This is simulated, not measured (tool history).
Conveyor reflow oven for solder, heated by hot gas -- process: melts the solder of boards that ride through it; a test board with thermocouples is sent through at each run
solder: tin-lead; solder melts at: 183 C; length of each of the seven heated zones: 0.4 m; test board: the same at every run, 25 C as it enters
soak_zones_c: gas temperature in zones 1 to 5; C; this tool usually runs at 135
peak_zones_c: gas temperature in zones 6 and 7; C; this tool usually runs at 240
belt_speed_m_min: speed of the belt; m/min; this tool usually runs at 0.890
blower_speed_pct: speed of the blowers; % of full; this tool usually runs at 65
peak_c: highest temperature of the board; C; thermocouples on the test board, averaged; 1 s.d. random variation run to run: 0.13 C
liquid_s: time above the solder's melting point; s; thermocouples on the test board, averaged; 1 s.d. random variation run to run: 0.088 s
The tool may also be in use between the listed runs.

{"run": 1, "hour": 0.0, "soak_zones_c": 135, "peak_zones_c": 240, "belt_speed_m_min": 0.89, "blower_speed_pct": 65, "peak_c": 218.7, "liquid_s": 40.01}
{"run": 2, "hour": 41.8, "soak_zones_c": 135, "peak_zones_c": 241, "belt_speed_m_min": 0.89, "blower_speed_pct": 65, "peak_c": 219.7, "liquid_s": 40.52}
{"run": 3, "hour": 76.1, "soak_zones_c": 135, "peak_zones_c": 241, "belt_speed_m_min": 0.89, "blower_speed_pct": 65, "peak_c": 220.0, "liquid_s": 40.54}
{"run": 4, "hour": 100.7, "soak_zones_c": 135, "peak_zones_c": 241, "belt_speed_m_min": 0.89, "blower_speed_pct": 65, "peak_c": 219.8, "liquid_s": 40.55}
{"run": 5, "hour": 131.8, "soak_zones_c": 135, "peak_zones_c": 241, "belt_speed_m_min": 0.89, "blower_speed_pct": 65, "peak_c": 219.7, "liquid_s": 40.28}
{"run": 6, "hour": 185.2, "soak_zones_c": 135, "peak_zones_c": 241, "belt_speed_m_min": 0.89, "blower_speed_pct": 65, "peak_c": 219.9, "liquid_s": 40.57}
{"hour": 204.6, "done": "flux residue cleaned out of gas plates and filters"}
{"run": 7, "hour": 223.0, "soak_zones_c": 135, "peak_zones_c": 241, "belt_speed_m_min": 0.89, "blower_speed_pct": 65, "peak_c": 219.7, "liquid_s": 40.48}
{"run": 8, "hour": 257.1, "soak_zones_c": 135, "peak_zones_c": 241, "belt_speed_m_min": 0.89, "blower_speed_pct": 65, "peak_c": 219.8, "liquid_s": 40.48}
{"run": 9, "hour": 311.1, "soak_zones_c": 135, "peak_zones_c": 240, "belt_speed_m_min": 0.89, "blower_speed_pct": 65, "peak_c": 218.9, "liquid_s": 40.17}
{"run": 10, "hour": 337.3, "soak_zones_c": 135, "peak_zones_c": 240, "belt_speed_m_min": 0.89, "blower_speed_pct": 61, "peak_c": 217.1, "liquid_s": 39.1}
{"run": 11, "hour": 386.9, "soak_zones_c": 135, "peak_zones_c": 240, "belt_speed_m_min": 0.89, "blower_speed_pct": 65, "peak_c": 218.7, "liquid_s": 40.11}
{"run": 12, "hour": 420.0, "soak_zones_c": 135, "peak_zones_c": 240, "belt_speed_m_min": 0.89, "blower_speed_pct": 65, "peak_c": 219.0, "liquid_s": 39.95}
{"run": 13, "hour": 459.0, "soak_zones_c": 135, "peak_zones_c": 235, "belt_speed_m_min": 0.89, "blower_speed_pct": 65, "peak_c": 214.6, "liquid_s": 37.67}
{"hour": 487.2, "done": "flux residue cleaned out of gas plates and filters"}
{"hour": 505.8, "done": "thermocouples of zones 6 and 7 changed"}
{"run": 14, "hour": 506.1, "soak_zones_c": 135, "peak_zones_c": 235, "belt_speed_m_min": 0.89, "blower_speed_pct": 65, "peak_c": 214.4, "liquid_s": 37.72}
{"run": 15, "hour": 540.2, "soak_zones_c": 135, "peak_zones_c": 235, "belt_speed_m_min": 0.89, "blower_speed_pct": 65, "peak_c": 214.8, "liquid_s": 37.67}
{"run": 16, "hour": 580.4, "soak_zones_c": 133, "peak_zones_c": 249, "belt_speed_m_min": 0.89, "blower_speed_pct": 65, "peak_c": 225.9, "liquid_s": 43.17}
{"run": 17, "hour": 603.9, "soak_zones_c": 125, "peak_zones_c": 253, "belt_speed_m_min": 1.021, "blower_speed_pct": 62, "peak_c": 219.6, "liquid_s": 33.17}
{"run": 18, "hour": 629.9, "soak_zones_c": 128, "peak_zones_c": 234, "belt_speed_m_min": 0.909, "blower_speed_pct": 79, "peak_c": 216.3, "liquid_s": 36.87}
{"run": 19, "hour": 679.9, "soak_zones_c": 141, "peak_zones_c": 234, "belt_speed_m_min": 0.909, "blower_speed_pct": 79, "peak_c": 218.7, "liquid_s": 41.11}
{"run": 20, "hour": 724.0, "soak_zones_c": 138, "peak_zones_c": 247, "belt_speed_m_min": 0.986, "blower_speed_pct": 59, "peak_c": 218.4, "liquid_s": 36.03}
{"run": 21, "hour": 751.7, "soak_zones_c": 129, "peak_zones_c": 244, "belt_speed_m_min": 0.91, "blower_speed_pct": 76, "peak_c": 224.2, "liquid_s": 40.85}

Forecast run 22:
{"hour": 774.6, "done": "flux residue cleaned out of gas plates and filters"}
{"run": 22, "hour": 801.7, "soak_zones_c": 129, "peak_zones_c": 244, "belt_speed_m_min": 0.91, "blower_speed_pct": 76, "peak_c": "?", "liquid_s": "?"}

{"run 22": {"peak_c": 224.4, "liquid_s": 41.02}}
Minus the tool's unlogged condition, the same run would have read peak_c 224.4 C, liquid_s 40.99 s.

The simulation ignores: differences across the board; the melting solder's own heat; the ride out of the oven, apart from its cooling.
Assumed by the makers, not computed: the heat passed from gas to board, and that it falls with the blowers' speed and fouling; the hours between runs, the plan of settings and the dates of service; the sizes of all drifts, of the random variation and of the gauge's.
